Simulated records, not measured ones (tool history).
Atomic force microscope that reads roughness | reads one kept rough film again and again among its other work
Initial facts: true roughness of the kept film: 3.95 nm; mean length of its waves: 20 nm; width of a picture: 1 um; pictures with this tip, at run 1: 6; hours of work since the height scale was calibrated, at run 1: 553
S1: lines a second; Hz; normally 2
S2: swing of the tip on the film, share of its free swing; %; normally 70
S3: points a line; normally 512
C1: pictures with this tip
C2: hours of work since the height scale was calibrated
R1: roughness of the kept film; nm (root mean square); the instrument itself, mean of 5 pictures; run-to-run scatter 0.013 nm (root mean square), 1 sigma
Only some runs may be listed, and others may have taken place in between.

run,hour,S1,S2,S3,C1,C2,R1
1,0,2,70,512,6,553,3.005
2,15.6,2,70,512,29,563,2.918
3,29.3,2,70,512,50,572,2.827
4,49.7,2,77,512,80,584,2.601
5,70.6,2,77,512,112,597,2.502
6,87,2,77,609,136,607,2.399
7,98.1,2,77,609,153,614,2.352
8,112.6,2,77,609,175,623,2.262
9,128.6,2,77,609,199,633,2.207
10,149.9,2,70,512,231,646,2.161
11,163.5,2,70,512,251,655,2.117
12,178.7,0.62,70,512,274,664,2.103
13,195.1,0.62,70,512,299,674,2.055
14,220.4,0.62,70,512,337,690,1.978
# hour 226.8: new tip fitted
15,241.9,2,70,512,22,703,2.946
16,256.8,2,70,913,45,712,2.859
17,268.9,2,70,913,63,720,2.783
18,291.2,2,70,913,96,733,2.653
19,306.4,2.48,70,512,119,743,2.513
20,327.2,2,70,512,150,756,2.428
21,350.7,2,70,512,186,770,2.304
22,366.7,2,70,647,210,780,2.257
23,386.3,2,70,647,239,792,2.172
24,406.5,2,70,647,269,805,2.086
25,427.2,2,70,647,301,818,2.029
26,438.9,2,70,512,318,825,1.956
27,451.5,2,70,512,337,833,1.924
# hour 457: new tip fitted
28,474.3,0.75,56,426,25,847,3.064
29,498.2,0.75,56,426,61,862,2.893
30,520.8,2.73,56,426,95,875,2.663
31,538.6,2.98,79,367,122,887,2.342
32,560.8,2.16,59,903,155,900,2.474
33,573.3,2.16,59,787,174,908,2.4
34,589.4,1.4,79,338,198,918,2.229
35,613.1,1.4,79,338,234,933,2.134
36,633.1,2.01,78,512,264,945,2.038
37,653.1,3.25,67,689,294,957,1.979
38,667.3,3.25,82,689,315,966,1.779
39,679.7,0.6,82,278,334,974,1.928
# hour 687.6: new tip fitted
40,705.5,1.56,55,512,27,990,3.016
41,730.3,1.87,55,512,64,1005,2.807
42,753.7,1.87,55,512,99,1020,2.682
43,771.9,1.87,55,512,127,1031,2.549
44,783.2,0.56,73,398,144,1038,2.476
45,808.5,2,70,900,182,1053,2.308
46,826.1,2,84,512,208,1064,2.106
47,847.2,2,57,672,240,1077,2.213
48,857.9,0.54,70,506,256,1084,2.167
49,881.6,0.54,70,506,292,1099,2.083
50,898.9,1.69,70,526,318,1110,1.958
51,909.1,0.84,59,519,333,1116,1.97
# hour 916.9: new tip fitted
52,919.9,0.65,85,350,4,1122,3.018
53,940.4,0.65,85,350,35,1135,2.855

Predict each of these 3 candidate next runs independently; none follows another, all start after run 53:
A,953.7,0.83,77,512,55,1143,?
B,953.7,1.09,70,545,55,1143,?
C,953.7,1.1,68,325,55,1143,?

run,R1
A,2.825
B,2.833
C,2.799
Had the tool no hidden state, the same runs would have come out as:
run,R1
A,3.182
B,3.191
C,3.152

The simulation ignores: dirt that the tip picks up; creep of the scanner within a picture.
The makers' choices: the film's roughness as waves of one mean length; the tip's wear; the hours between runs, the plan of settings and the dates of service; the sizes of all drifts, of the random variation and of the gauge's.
